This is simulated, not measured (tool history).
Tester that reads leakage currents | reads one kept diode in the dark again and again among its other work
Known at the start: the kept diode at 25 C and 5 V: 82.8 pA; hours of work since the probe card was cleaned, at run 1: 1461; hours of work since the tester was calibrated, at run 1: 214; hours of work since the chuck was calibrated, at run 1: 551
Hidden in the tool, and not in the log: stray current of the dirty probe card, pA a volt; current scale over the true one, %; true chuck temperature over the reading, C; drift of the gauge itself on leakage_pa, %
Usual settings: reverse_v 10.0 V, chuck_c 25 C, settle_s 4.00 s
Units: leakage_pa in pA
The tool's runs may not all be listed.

run      day  reverse_v  chuck_c  settle_s  hours of work since the probe card was cleaned  hours of work since the tester was calibrated  hours of work since the chuck was calibrated  leakage_pa
  1    0.000       10.0       25      4.00                                            1461                                            214                                           551      115.43
  2    7.367       10.0       25      4.00                                            1561                                            314                                           650      114.94
      14.996  -- probe card cleaned and baked
  3   18.608       10.0       25      4.00                                              49                                            464                                           801      106.31
  4   24.546       10.0       25      3.79                                             129                                            545                                           881      106.74
      36.067  -- chuck's temperature calibrated
  5   36.358       10.0       25      2.73                                             288                                            703                                             4      121.18
  6   46.450        4.6       25      4.00                                             425                                            840                                           141       79.92
  7   57.592        4.6       25      4.00                                             576                                            991                                           291       78.72
  8   64.821        4.6       25      4.00                                             673                                           1089                                           389       78.06
  9   73.579        4.6       25      4.00                                             792                                           1207                                           508       77.52
 10   81.762        3.7       25      4.00                                             903                                           1318                                           619       68.60
 11   90.562        3.7       25      4.00                                            1022                                           1437                                           738       67.86
 12   98.662        9.4       21      1.54                                            1132                                           1547                                           847       79.25
 13  106.808        9.4       21      1.54                                            1242                                           1657                                           958       79.10
     112.271  -- chuck's temperature calibrated
 14  116.571        9.4       21      1.54                                            1373                                           1788                                            58       86.48
 15  121.762       14.8       25      5.98                                            1443                                           1858                                           128      150.29
 16  129.262       10.3       28      0.62                                            1545                                           1960                                           230      164.02
     138.396  -- probe card cleaned and baked
 17  139.479        2.3       28      0.51                                              15                                           2097                                           367       71.33
 18  151.054       16.8       41      0.48                                             171                                           2253                                           523      567.04
 19  156.825       16.8       41      0.48                                             249                                           2331                                           601      562.68
     158.912  -- tester calibrated
 20  165.871        4.1       54      3.74                                             371                                             94                                           723      702.02
 21  176.433        4.1       54      3.74                                             514                                            237                                           866      693.06
 22  183.096        2.1       54      1.16                                             604                                            327                                           956      489.74

Forecast each of these 3 alternatives for the next run:
     188.846  -- chuck's temperature calibrated
  A  191.404        2.3       25      4.00                                             715                                            439                                            35           ?
     188.846  -- chuck's temperature calibrated
  B  191.404       10.0       36      4.00                                             715                                            439                                            35           ?
     188.846  -- chuck's temperature calibrated
  C  191.404        9.7       27      0.93                                             715                                            439                                            35           ?

run  leakage_pa
  A       56.49
  B      300.07
  C      144.52
Without the tool's hidden state the same runs would have given:
run  leakage_pa
  A       56.03
  B      298.12
  C      142.23

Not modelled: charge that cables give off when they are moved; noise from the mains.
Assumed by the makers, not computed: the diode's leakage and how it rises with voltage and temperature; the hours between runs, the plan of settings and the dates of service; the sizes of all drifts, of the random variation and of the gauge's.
